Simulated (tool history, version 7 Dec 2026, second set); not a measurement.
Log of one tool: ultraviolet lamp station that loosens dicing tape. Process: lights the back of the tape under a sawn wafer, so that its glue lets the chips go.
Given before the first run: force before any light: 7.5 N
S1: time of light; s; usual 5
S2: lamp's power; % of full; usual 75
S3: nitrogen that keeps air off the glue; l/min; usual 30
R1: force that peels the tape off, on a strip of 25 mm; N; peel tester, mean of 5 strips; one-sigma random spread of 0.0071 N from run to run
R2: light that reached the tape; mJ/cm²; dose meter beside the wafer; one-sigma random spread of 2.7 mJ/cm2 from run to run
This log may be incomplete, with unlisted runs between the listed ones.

{"run": 1, "day": 0.0, "S1": 5, "S2": 75, "S3": 30, "R1": 0.468, "R2": 285}
{"run": 2, "day": 0.575, "S1": 5, "S2": 75, "S3": 30, "R1": 0.488, "R2": 286}
{"run": 3, "day": 1.262, "S1": 5, "S2": 75, "S3": 30, "R1": 0.471, "R2": 284}
{"run": 4, "day": 1.65, "S1": 5, "S2": 75, "S3": 30, "R1": 0.476, "R2": 284}
{"run": 5, "day": 2.279, "S1": 5, "S2": 75, "S3": 30, "R1": 0.489, "R2": 286}
{"run": 6, "day": 2.775, "S1": 5, "S2": 94, "S3": 30, "R1": 0.267, "R2": 352}
{"run": 7, "day": 3.525, "S1": 5, "S2": 75, "S3": 30, "R1": 0.502, "R2": 282}
{"run": 8, "day": 4.238, "S1": 5, "S2": 75, "S3": 30, "R1": 0.507, "R2": 279}
{"run": 9, "day": 4.829, "S1": 5, "S2": 75, "S3": 30, "R1": 0.506, "R2": 275}
{"run": 10, "day": 5.504, "S1": 5, "S2": 75, "S3": 30, "R1": 0.494, "R2": 278}
{"run": 11, "day": 6.088, "S1": 5, "S2": 75, "S3": 30, "R1": 0.514, "R2": 279}
{"run": 12, "day": 6.696, "S1": 5, "S2": 75, "S3": 30, "R1": 0.525, "R2": 273}
{"run": 13, "day": 7.554, "S1": 5, "S2": 75, "S3": 30, "R1": 0.539, "R2": 276}
{"run": 14, "day": 8.3, "S1": 5, "S2": 75, "S3": 30, "R1": 0.552, "R2": 271}
{"run": 15, "day": 8.679, "S1": 5, "S2": 75, "S3": 30, "R1": 0.54, "R2": 272}
{"run": 16, "day": 9.138, "S1": 5, "S2": 75, "S3": 30, "R1": 0.531, "R2": 271}
{"run": 17, "day": 9.733, "S1": 5, "S2": 75, "S3": 32, "R1": 0.52, "R2": 266}
{"run": 18, "day": 10.146, "S1": 5, "S2": 75, "S3": 30, "R1": 0.572, "R2": 267}
{"run": 19, "day": 10.846, "S1": 5, "S2": 85, "S3": 30, "R1": 0.419, "R2": 297}
{"run": 20, "day": 11.212, "S1": 2, "S2": 85, "S3": 30, "R1": 2.24, "R2": 118}
{"day": 11.288, "done": "window cleaned of glue's vapour"}
{"run": 21, "day": 11.912, "S1": 2, "S2": 85, "S3": 19, "R1": 2.994, "R2": 115}
{"run": 22, "day": 12.446, "S1": 7, "S2": 64, "S3": 55, "R1": 0.256, "R2": 293}
{"run": 23, "day": 12.971, "S1": 7, "S2": 64, "S3": 55, "R1": 0.251, "R2": 296}
{"run": 24, "day": 13.562, "S1": 7, "S2": 64, "S3": 55, "R1": 0.267, "R2": 297}
{"run": 25, "day": 14.167, "S1": 3, "S2": 75, "S3": 12, "R1": 2.68, "R2": 146}
{"run": 26, "day": 14.971, "S1": 3, "S2": 75, "S3": 12, "R1": 2.79, "R2": 145}
{"day": 15.608, "done": "window cleaned of glue's vapour, once more"}
{"run": 27, "day": 15.717, "S1": 3, "S2": 75, "S3": 12, "R1": 2.22, "R2": 184}
{"run": 28, "day": 16.458, "S1": 3, "S2": 75, "S3": 10, "R1": 2.453, "R2": 175}
{"run": 29, "day": 17.125, "S1": 5, "S2": 67, "S3": 30, "R1": 0.6, "R2": 264}
{"run": 30, "day": 18.008, "S1": 2, "S2": 68, "S3": 9, "R1": 3.87, "R2": 102}
{"run": 31, "day": 18.592, "S1": 4, "S2": 89, "S3": 32, "R1": 0.486, "R2": 277}
{"run": 32, "day": 19.075, "S1": 4, "S2": 67, "S3": 29, "R1": 1.002, "R2": 208}
{"run": 33, "day": 19.45, "S1": 7, "S2": 72, "S3": 30, "R1": 0.2, "R2": 388}
{"run": 34, "day": 20.025, "S1": 4, "S2": 75, "S3": 34, "R1": 0.699, "R2": 233}
{"run": 35, "day": 20.55, "S1": 5, "S2": 70, "S3": 30, "R1": 0.576, "R2": 269}
{"run": 36, "day": 21.088, "S1": 6, "S2": 75, "S3": 30, "R1": 0.281, "R2": 344}
{"run": 37, "day": 21.875, "S1": 6, "S2": 75, "S3": 12, "R1": 0.734, "R2": 347}
{"run": 38, "day": 22.717, "S1": 5, "S2": 66, "S3": 25, "R1": 0.746, "R2": 247}
{"run": 39, "day": 23.079, "S1": 5, "S2": 66, "S3": 25, "R1": 0.737, "R2": 246}
{"run": 40, "day": 23.696, "S1": 3, "S2": 66, "S3": 30, "R1": 1.66, "R2": 150}
{"run": 41, "day": 24.225, "S1": 4, "S2": 75, "S3": 13, "R1": 1.524, "R2": 226}

Forecast each of these 5 alternatives for the next run:
{"run": "A", "day": 24.8, "S1": 4, "S2": 77, "S3": 21, "R1": "?", "R2": "?"}
{"run": "B", "day": 24.8, "S1": 4, "S2": 75, "S3": 13, "R1": "?", "R2": "?"}
{"run": "C", "day": 24.8, "S1": 4, "S2": 100, "S3": 16, "R1": "?", "R2": "?"}
{"run": "D", "day": 24.8, "S1": 5, "S2": 83, "S3": 30, "R1": "?", "R2": "?"}
{"run": "E", "day": 24.8, "S1": 4, "S2": 75, "S3": 12, "R1": "?", "R2": "?"}

run=A R1=1.04 R2=228
run=B R1=1.495 R2=225
run=C R1=0.774 R2=295
run=D R1=0.375 R2=307
run=E R1=1.565 R2=226
Without the tool's hidden state the same runs would have given:
run=A R1=0.602 R2=296
run=B R1=0.955 R2=290
run=C R1=0.422 R2=383
run=D R1=0.189 R2=398
run=E R1=1.014 R2=291

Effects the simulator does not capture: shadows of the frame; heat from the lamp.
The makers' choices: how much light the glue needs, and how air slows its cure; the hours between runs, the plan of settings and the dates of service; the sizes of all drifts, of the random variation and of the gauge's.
